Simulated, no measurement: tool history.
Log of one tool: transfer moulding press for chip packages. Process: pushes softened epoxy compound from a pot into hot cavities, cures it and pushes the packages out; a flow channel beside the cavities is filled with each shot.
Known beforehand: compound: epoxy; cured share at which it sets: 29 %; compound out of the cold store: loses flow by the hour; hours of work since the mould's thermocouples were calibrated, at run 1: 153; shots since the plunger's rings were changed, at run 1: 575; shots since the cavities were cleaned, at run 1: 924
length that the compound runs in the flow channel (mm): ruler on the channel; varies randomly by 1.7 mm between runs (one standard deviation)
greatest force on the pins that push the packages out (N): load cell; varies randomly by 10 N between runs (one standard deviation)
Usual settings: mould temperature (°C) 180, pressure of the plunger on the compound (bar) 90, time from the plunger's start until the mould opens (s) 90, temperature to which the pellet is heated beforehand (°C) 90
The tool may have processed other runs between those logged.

| run | hour | mould temperature (°C) | pressure of the plunger on the compound (bar) | time from the plunger's start until the mould opens (s) | temperature to which the pellet is heated beforehand (°C) | hours of work since the mould's thermocouples were calibrated | shots since the plunger's rings were changed | shots since the cavities were cleaned | incoming compound's hours out of the cold store | length that the compound runs in the flow channel (mm) | greatest force on the pins that push the packages out (N) |
|---|---|---|---|---|---|---|---|---|---|---|---|
| 1 | 0 | 180 | 90 | 90 | 90 | 153 | 575 | 924 | 41.3 | 727 | 711 |
| 2 | 6.7 | 180 | 90 | 90 | 90 | 159 | 678 | 1027 | 17.2 | 861 | 774 |
|  | 14 | cavities cleaned with cleaning compound and waxed |
| 3 | 16.1 | 180 | 90 | 90 | 90 | 165 | 799 | 33 | 37.7 | 746 | 491 |
| 4 | 20.7 | 177 | 90 | 90 | 90 | 168 | 870 | 104 | 41.3 | 736 | 575 |
| 5 | 29.4 | 177 | 90 | 90 | 83 | 175 | 1003 | 237 | 40.3 | 739 | 643 |
| 6 | 36.9 | 177 | 90 | 90 | 83 | 181 | 1118 | 352 | 16.5 | 875 | 751 |
| 7 | 41.8 | 177 | 90 | 90 | 83 | 185 | 1193 | 427 | 46.8 | 706 | 696 |
| 8 | 45.8 | 180 | 90 | 90 | 90 | 188 | 1254 | 488 | 12.3 | 891 | 636 |
| 9 | 52 | 180 | 90 | 90 | 90 | 193 | 1349 | 583 | 10.2 | 903 | 680 |
|  | 54.7 | mould's thermocouples calibrated |
| 10 | 62.3 | 180 | 90 | 90 | 90 | 6 | 1478 | 712 | 45 | 702 | 664 |
| 11 | 70.6 | 180 | 90 | 90 | 90 | 12 | 1604 | 838 | 19.5 | 840 | 706 |
| 12 | 79.1 | 180 | 90 | 90 | 90 | 19 | 1735 | 969 | 21.6 | 830 | 719 |
| 13 | 87.6 | 172 | 90 | 90 | 90 | 26 | 1867 | 1101 | 11.2 | 922 | 1277 |
|  | 89.9 | cavities cleaned with cleaning compound and waxed |
|  | 95.6 | mould's thermocouples calibrated, once more |
| 14 | 97.1 | 180 | 81.6 | 90 | 90 | 1 | 1958 | 80 | 29.6 | 746 | 514 |
| 15 | 103.2 | 180 | 81.6 | 90 | 90 | 6 | 2052 | 174 | 23.2 | 784 | 586 |
| 16 | 107.9 | 180 | 81.6 | 90 | 90 | 10 | 2124 | 246 | 45.7 | 669 | 573 |
| 17 | 116.7 | 172 | 75.8 | 83 | 90 | 16 | 2259 | 381 | 24 | 775 | 1322 |
| 18 | 122.6 | 172 | 75.8 | 83 | 90 | 21 | 2350 | 472 | 40.2 | 689 | 1275 |
| 19 | 130.3 | 172 | 75.8 | 83 | 90 | 27 | 2468 | 590 | 16.9 | 810 | 1492 |
| 20 | 138.6 | 180 | 90 | 106 | 90 | 33 | 2595 | 717 | 14.8 | 870 | 588 |
| 21 | 143.1 | 180 | 90 | 106 | 90 | 37 | 2664 | 786 | 31.7 | 769 | 630 |
| 22 | 150.9 | 180 | 90 | 106 | 90 | 43 | 2784 | 906 | 14.3 | 873 | 607 |
| 23 | 158.8 | 180 | 90 | 106 | 90 | 49 | 2905 | 1027 | 20.2 | 835 | 638 |
|  | 165.7 | cavities cleaned with cleaning compound and waxed |
| 24 | 167.4 | 181 | 85.9 | 98 | 81 | 55 | 3015 | 27 | 41.4 | 699 | 430 |
| 25 | 173.9 | 181 | 85.9 | 99 | 90 | 60 | 3115 | 127 | 44.1 | 683 | 473 |
| 26 | 179.3 | 188 | 90 | 90 | 90 | 64 | 3198 | 210 | 32.8 | 737 | 468 |
| 27 | 185.7 | 188 | 90 | 80 | 85 | 69 | 3295 | 307 | 18.9 | 816 | 529 |
| 28 | 194.2 | 188 | 90 | 80 | 85 | 76 | 3426 | 438 | 34.9 | 729 | 561 |

What if the next run were any one of these 3? Each begins from the tool's condition after run 28:
| A | 197.9 | 188 | 90 | 75 | 85 | 78 | 3483 | 495 | 19.9 | ? | ? |
| B | 197.9 | 183 | 90 | 109 | 96 | 78 | 3483 | 495 | 8.2 | ? | ? |
| C | 197.9 | 188 | 90 | 122 | 85 | 78 | 3483 | 495 | 26.4 | ? | ? |

| run | length that the compound runs in the flow channel (mm) | greatest force on the pins that push the packages out (N) |
|---|---|---|
| A | 809 | 642 |
| B | 894 | 521 |
| C | 774 | 519 |
Stripped of hidden state, with their random variation kept, the same runs would have yielded:
| run | length that the compound runs in the flow channel (mm) | greatest force on the pins that push the packages out (N) |
|---|---|---|
| A | 829 | 461 |
| B | 917 | 378 |
| C | 794 | 377 |

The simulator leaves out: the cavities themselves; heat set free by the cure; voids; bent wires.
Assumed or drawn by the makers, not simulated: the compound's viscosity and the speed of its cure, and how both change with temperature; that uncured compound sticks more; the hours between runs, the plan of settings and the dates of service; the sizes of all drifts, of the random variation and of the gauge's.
